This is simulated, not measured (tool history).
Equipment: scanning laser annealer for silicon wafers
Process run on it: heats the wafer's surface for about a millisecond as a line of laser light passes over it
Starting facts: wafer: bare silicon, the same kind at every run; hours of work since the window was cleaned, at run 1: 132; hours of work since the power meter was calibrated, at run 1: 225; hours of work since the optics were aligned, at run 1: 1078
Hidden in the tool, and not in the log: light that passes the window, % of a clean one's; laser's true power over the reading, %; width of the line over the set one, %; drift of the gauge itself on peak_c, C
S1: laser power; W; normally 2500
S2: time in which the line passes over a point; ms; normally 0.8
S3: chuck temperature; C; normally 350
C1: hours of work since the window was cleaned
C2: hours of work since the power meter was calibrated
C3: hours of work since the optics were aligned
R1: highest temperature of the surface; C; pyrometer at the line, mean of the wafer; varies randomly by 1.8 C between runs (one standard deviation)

{"run": 1, "day": 0.0, "S1": 2500, "S2": 0.8, "S3": 350, "C1": 132, "C2": 225, "C3": 1078, "R1": 1034}
{"run": 2, "day": 0.442, "S1": 2575, "S2": 0.8, "S3": 350, "C1": 137, "C2": 230, "C3": 1083, "R1": 1057}
{"run": 3, "day": 0.825, "S1": 2575, "S2": 0.8, "S3": 350, "C1": 142, "C2": 235, "C3": 1088, "R1": 1056}
{"run": 4, "day": 1.392, "S1": 2575, "S2": 0.8, "S3": 350, "C1": 149, "C2": 241, "C3": 1095, "R1": 1057}
{"run": 5, "day": 1.792, "S1": 2500, "S2": 0.787, "S3": 350, "C1": 154, "C2": 246, "C3": 1100, "R1": 1029}
{"run": 6, "day": 2.15, "S1": 2500, "S2": 0.8, "S3": 350, "C1": 158, "C2": 251, "C3": 1104, "R1": 1032}
{"run": 7, "day": 2.504, "S1": 2500, "S2": 0.8, "S3": 350, "C1": 162, "C2": 255, "C3": 1108, "R1": 1031}
{"run": 8, "day": 2.808, "S1": 2500, "S2": 0.8, "S3": 350, "C1": 166, "C2": 259, "C3": 1112, "R1": 1030}
{"run": 9, "day": 3.138, "S1": 2500, "S2": 0.8, "S3": 350, "C1": 170, "C2": 263, "C3": 1116, "R1": 1031}
{"run": 10, "day": 3.504, "S1": 2500, "S2": 0.8, "S3": 350, "C1": 174, "C2": 267, "C3": 1120, "R1": 1026}
{"run": 11, "day": 3.875, "S1": 2500, "S2": 0.8, "S3": 350, "C1": 179, "C2": 271, "C3": 1125, "R1": 1028}
{"run": 12, "day": 4.121, "S1": 2500, "S2": 0.8, "S3": 350, "C1": 182, "C2": 274, "C3": 1128, "R1": 1029}
{"run": 13, "day": 4.4, "S1": 2500, "S2": 0.8, "S3": 328, "C1": 185, "C2": 278, "C3": 1131, "R1": 1003}
{"day": 4.533, "done": "window over the wafer cleaned"}
{"run": 14, "day": 4.754, "S1": 2570, "S2": 0.8, "S3": 379, "C1": 3, "C2": 281, "C3": 1135, "R1": 1071}
{"run": 15, "day": 5.246, "S1": 2525, "S2": 0.8, "S3": 359, "C1": 9, "C2": 287, "C3": 1141, "R1": 1036}
{"run": 16, "day": 5.529, "S1": 2525, "S2": 0.8, "S3": 359, "C1": 12, "C2": 291, "C3": 1144, "R1": 1035}
{"run": 17, "day": 5.846, "S1": 2525, "S2": 0.8, "S3": 359, "C1": 16, "C2": 294, "C3": 1148, "R1": 1037}
{"run": 18, "day": 6.125, "S1": 2525, "S2": 0.8, "S3": 359, "C1": 19, "C2": 298, "C3": 1151, "R1": 1038}

For run 19, what comes out?
{"run": 19, "day": 6.583, "S1": 2525, "S2": 0.8, "S3": 359, "C1": 25, "C2": 303, "C3": 1157, "R1": "?"}

Run 19 produced R1 1035 C.
Had the tool carried no hidden state, the very same run would have given R1 1074 C.
